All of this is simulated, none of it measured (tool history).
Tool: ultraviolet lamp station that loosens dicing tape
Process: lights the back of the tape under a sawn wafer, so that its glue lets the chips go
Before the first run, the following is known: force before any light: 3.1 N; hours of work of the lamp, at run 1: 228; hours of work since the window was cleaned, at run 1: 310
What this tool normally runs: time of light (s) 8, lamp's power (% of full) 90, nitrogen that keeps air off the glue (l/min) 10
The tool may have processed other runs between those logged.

run,day,time of light (s),lamp's power (% of full),nitrogen that keeps air off the glue (l/min),hours of work of the lamp,hours of work since the window was cleaned,force that peels the tape off (N),light that reached the tape (mJ/cm2)
1,0,8,90,10,228,310,0.231,449
2,0.679,8,90,10,237,319,0.231,461
3,1.162,16,90,10,244,325,0.217,921
4,1.575,8,90,10,249,331,0.246,457
5,1.962,5,90,10,254,336,0.331,285
6,2.35,13,90,10,260,342,0.237,747
7,2.854,13,74,10,267,349,0.221,606
8,3.346,13,74,10,273,355,0.223,607
9,3.996,8,90,10,282,364,0.235,455
10,4.558,8,60,10,290,372,0.311,301
11,5.233,8,60,10,299,381,0.318,304
12,5.708,11,90,10,306,388,0.227,626
13,6.167,8,70,11,312,394,0.258,357
14,6.762,8,70,11,320,402,0.261,354
15,7.408,4,67,7,329,411,0.726,168
16,7.846,12,67,7,335,417,0.243,506
17,8.412,12,76,4,342,424,0.245,579
18,8.925,11,90,10,350,431,0.221,622
19,9.458,11,90,10,357,439,0.233,628
20,10.05,11,90,10,365,447,0.234,629
21,10.721,11,90,10,374,456,0.228,624
22,11.329,12,90,17,382,464,0.228,687
23,11.762,16,90,10,388,470,0.231,906
24,12.342,8,90,16,396,478,0.246,454

Each row is a separate what-if for the run after 24, all from the same tool condition, not one after another. Results?
A,13.008,8,100,10,405,487,?,?
B,13.008,8,76,16,405,487,?,?
C,13.008,15,73,16,405,487,?,?

run,force that peels the tape off (N),light that reached the tape (mJ/cm2)
A,0.234,506
B,0.231,384
C,0.226,691
Stripped of hidden state, with their random variation kept, the same runs would have yielded:
run,force that peels the tape off (N),light that reached the tape (mJ/cm2)
A,0.234,507
B,0.23,385
C,0.226,692

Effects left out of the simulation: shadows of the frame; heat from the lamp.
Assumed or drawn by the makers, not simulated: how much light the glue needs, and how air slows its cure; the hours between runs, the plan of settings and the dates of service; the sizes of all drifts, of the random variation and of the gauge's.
